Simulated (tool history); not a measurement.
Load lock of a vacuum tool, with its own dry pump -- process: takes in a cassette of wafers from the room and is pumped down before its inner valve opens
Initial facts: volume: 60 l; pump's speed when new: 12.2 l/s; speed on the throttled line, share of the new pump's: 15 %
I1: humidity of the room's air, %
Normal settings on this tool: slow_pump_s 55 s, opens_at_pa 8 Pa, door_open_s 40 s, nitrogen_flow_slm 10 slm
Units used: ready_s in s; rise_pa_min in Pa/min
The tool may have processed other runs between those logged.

run 1 hour=0.0 | slow_pump_s=55 opens_at_pa=8 door_open_s=40 nitrogen_flow_slm=10 | I1=43.7 | ready_s=94.0 rise_pa_min=0.151
run 2 hour=309.7 | slow_pump_s=55 opens_at_pa=8 door_open_s=40 nitrogen_flow_slm=10 | I1=44.5 | ready_s=95.2 rise_pa_min=0.154
run 3 hour=498.7 | slow_pump_s=55 opens_at_pa=8 door_open_s=190 nitrogen_flow_slm=10 | I1=48.9 | ready_s=95.2 rise_pa_min=0.200
run 4 hour=780.3 | slow_pump_s=55 opens_at_pa=8 door_open_s=134 nitrogen_flow_slm=10 | I1=45.0 | ready_s=95.6 rise_pa_min=0.204
run 5 hour=916.7 | slow_pump_s=55 opens_at_pa=8 door_open_s=134 nitrogen_flow_slm=10 | I1=49.4 | ready_s=95.3 rise_pa_min=0.210
run 6 hour=1076.5 | slow_pump_s=55 opens_at_pa=8 door_open_s=134 nitrogen_flow_slm=10 | I1=42.7 | ready_s=94.7 rise_pa_min=0.198
run 7 hour=1314.5 | slow_pump_s=55 opens_at_pa=8 door_open_s=134 nitrogen_flow_slm=10 | I1=43.4 | ready_s=95.4 rise_pa_min=0.218
run 8 hour=1576.7 | slow_pump_s=55 opens_at_pa=8 door_open_s=128 nitrogen_flow_slm=10 | I1=42.8 | ready_s=94.5 rise_pa_min=0.223
run 9 hour=1847.9 | slow_pump_s=55 opens_at_pa=8 door_open_s=128 nitrogen_flow_slm=10 | I1=46.8 | ready_s=96.2 rise_pa_min=0.236
run 10 hour=2000.1 | slow_pump_s=55 opens_at_pa=8 door_open_s=128 nitrogen_flow_slm=10 | I1=45.8 | ready_s=95.2 rise_pa_min=0.244
run 11 hour=2145.7 | slow_pump_s=55 opens_at_pa=8 door_open_s=128 nitrogen_flow_slm=10 | I1=45.4 | ready_s=96.6 rise_pa_min=0.254
run 12 hour=2370.5 | slow_pump_s=55 opens_at_pa=8 door_open_s=128 nitrogen_flow_slm=10 | I1=43.6 | ready_s=95.4 rise_pa_min=0.255
run 13 hour=2651.0 | slow_pump_s=55 opens_at_pa=8 door_open_s=128 nitrogen_flow_slm=10 | I1=42.9 | ready_s=95.2 rise_pa_min=0.268
run 14 hour=2899.2 | slow_pump_s=55 opens_at_pa=8 door_open_s=128 nitrogen_flow_slm=10 | I1=44.5 | ready_s=95.8 rise_pa_min=0.286
run 15 hour=3171.6 | slow_pump_s=55 opens_at_pa=13 door_open_s=40 nitrogen_flow_slm=10 | I1=43.8 | ready_s=93.8 rise_pa_min=0.279
run 16 hour=3333.3 | slow_pump_s=52 opens_at_pa=13 door_open_s=40 nitrogen_flow_slm=5 | I1=46.6 | ready_s=91.6 rise_pa_min=0.287
run 17 hour=3497.4 | slow_pump_s=58 opens_at_pa=8 door_open_s=40 nitrogen_flow_slm=10 | I1=47.4 | ready_s=98.3 rise_pa_min=0.297

Selected run-to-run steps in ready_s, each split into two signed amounts: the part the tool would show with no hidden state at all (from settings, incoming material and random variation), and the remainder, which goes to the hidden state together with any gauge scatter not common to the measured and the hidden-state-free results:
Hidden conditions of the tool in this case: pump's speed, % of a new pump's; leak at the door's seal, Pa l/s; drift of the gauge itself on ready_s, %; drift of the gauge itself on rise_pa_min, %.
Run 1 -> 2: nothing adjusted, nothing logged. ready_s +1.2 s: hidden state +0.3, all else +0.9.
Run 16 -> 17: slow_pump_s 52 -> 58, opens_at_pa 13 -> 8, nitrogen_flow_slm 5 -> 10. ready_s +6.7 s: hidden state +0.2, all else +6.5.
